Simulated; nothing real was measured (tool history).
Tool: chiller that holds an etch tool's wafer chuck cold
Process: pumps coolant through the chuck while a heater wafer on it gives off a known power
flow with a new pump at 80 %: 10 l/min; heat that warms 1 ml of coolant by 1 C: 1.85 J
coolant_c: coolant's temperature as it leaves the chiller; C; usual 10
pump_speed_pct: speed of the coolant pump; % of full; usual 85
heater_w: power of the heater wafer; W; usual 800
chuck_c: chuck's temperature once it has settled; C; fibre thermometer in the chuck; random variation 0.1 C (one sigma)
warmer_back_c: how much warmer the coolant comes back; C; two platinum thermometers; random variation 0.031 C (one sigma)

run 1 hour=0 | coolant_c=10 pump_speed_pct=85 heater_w=800 | chuck_c=16 warmer_back_c=2.49
run 2 hour=92.7 | coolant_c=10 pump_speed_pct=85 heater_w=800 | chuck_c=16.2 warmer_back_c=2.45
run 3 hour=204.4 | coolant_c=10 pump_speed_pct=85 heater_w=800 | chuck_c=15.9 warmer_back_c=2.43
run 4 hour=356.3 | coolant_c=10 pump_speed_pct=85 heater_w=800 | chuck_c=16.3 warmer_back_c=2.41
run 5 hour=541.2 | coolant_c=10 pump_speed_pct=85 heater_w=800 | chuck_c=16.1 warmer_back_c=2.47
run 6 hour=682.9 | coolant_c=10 pump_speed_pct=85 heater_w=800 | chuck_c=16 warmer_back_c=2.47
run 7 hour=857.6 | coolant_c=10 pump_speed_pct=85 heater_w=800 | chuck_c=16.1 warmer_back_c=2.41
run 8 hour=993.1 | coolant_c=10 pump_speed_pct=85 heater_w=800 | chuck_c=16.2 warmer_back_c=2.48
run 9 hour=1184 | coolant_c=10 pump_speed_pct=85 heater_w=800 | chuck_c=16.2 warmer_back_c=2.47
run 10 hour=1391.3 | coolant_c=10 pump_speed_pct=85 heater_w=800 | chuck_c=16.2 warmer_back_c=2.52
run 11 hour=1600.9 | coolant_c=10 pump_speed_pct=85 heater_w=800 | chuck_c=16 warmer_back_c=2.5
run 12 hour=1745.8 | coolant_c=10 pump_speed_pct=85 heater_w=800 | chuck_c=16 warmer_back_c=2.51
run 13 hour=1850.8 | coolant_c=10 pump_speed_pct=85 heater_w=800 | chuck_c=16.3 warmer_back_c=2.53
run 14 hour=2039 | coolant_c=10 pump_speed_pct=84 heater_w=800 | chuck_c=16.1 warmer_back_c=2.56
run 15 hour=2159.2 | coolant_c=10 pump_speed_pct=84 heater_w=1099 | chuck_c=18.6 warmer_back_c=3.49
run 16 hour=2336.1 | coolant_c=10 pump_speed_pct=85 heater_w=800 | chuck_c=16.3 warmer_back_c=2.48
run 17 hour=2529.5 | coolant_c=10 pump_speed_pct=85 heater_w=800 | chuck_c=16.1 warmer_back_c=2.56
run 18 hour=2721.8 | coolant_c=10 pump_speed_pct=85 heater_w=800 | chuck_c=16.1 warmer_back_c=2.54
run 19 hour=2829.4 | coolant_c=7 pump_speed_pct=85 heater_w=465 | chuck_c=10.4 warmer_back_c=1.54
run 20 hour=2952.7 | coolant_c=7 pump_speed_pct=85 heater_w=465 | chuck_c=10.7 warmer_back_c=1.51
run 21 hour=3116.5 | coolant_c=7 pump_speed_pct=77 heater_w=1068 | chuck_c=15.7 warmer_back_c=3.81
run 22 hour=3242.2 | coolant_c=8 pump_speed_pct=70 heater_w=920 | chuck_c=16.1 warmer_back_c=3.6
run 23 hour=3420.5 | coolant_c=6 pump_speed_pct=89 heater_w=494 | chuck_c=9.6 warmer_back_c=1.6
run 24 hour=3607.4 | coolant_c=1 pump_speed_pct=67 heater_w=516 | chuck_c=5.6 warmer_back_c=2.2
run 25 hour=3798.2 | coolant_c=1 pump_speed_pct=67 heater_w=516 | chuck_c=5.6 warmer_back_c=2.23
run 26 hour=3920 | coolant_c=1 pump_speed_pct=67 heater_w=516 | chuck_c=5.7 warmer_back_c=2.17
run 27 hour=4128.9 | coolant_c=14 pump_speed_pct=63 heater_w=682 | chuck_c=20.3 warmer_back_c=3.01
run 28 hour=4337.6 | coolant_c=2 pump_speed_pct=63 heater_w=682 | chuck_c=8.2 warmer_back_c=3.04
run 29 hour=4545.2 | coolant_c=2 pump_speed_pct=63 heater_w=682 | chuck_c=8.2 warmer_back_c=3.04
run 30 hour=4661.8 | coolant_c=2 pump_speed_pct=63 heater_w=682 | chuck_c=8.3 warmer_back_c=3.03
run 31 hour=4760.9 | coolant_c=2 pump_speed_pct=95 heater_w=457 | chuck_c=5.2 warmer_back_c=1.4

Taken out of this log: 2 entries between the listed runs. Where each belongs, and how the hidden state differs across it:
Between runs 2 and 3: chiller's thermometer calibrated (hour 199.4)
  coolant's true temperature over the reading, C: 0.01 -> 0; drift of the gauge itself on warmer_back_c, C: 0 -> 0.01
  measured less the result without the state, warmer_back_c: +0.01 -> +0.01 C
Between runs 25 and 26: chiller's thermometer calibrated (hour 3808.6)
  coolant's true temperature over the reading, C: 0.01 -> 0; drift of the gauge itself on warmer_back_c, C: 0.16 -> 0.17
  measured less the result without the state, warmer_back_c: +0.16 -> +0.17 C

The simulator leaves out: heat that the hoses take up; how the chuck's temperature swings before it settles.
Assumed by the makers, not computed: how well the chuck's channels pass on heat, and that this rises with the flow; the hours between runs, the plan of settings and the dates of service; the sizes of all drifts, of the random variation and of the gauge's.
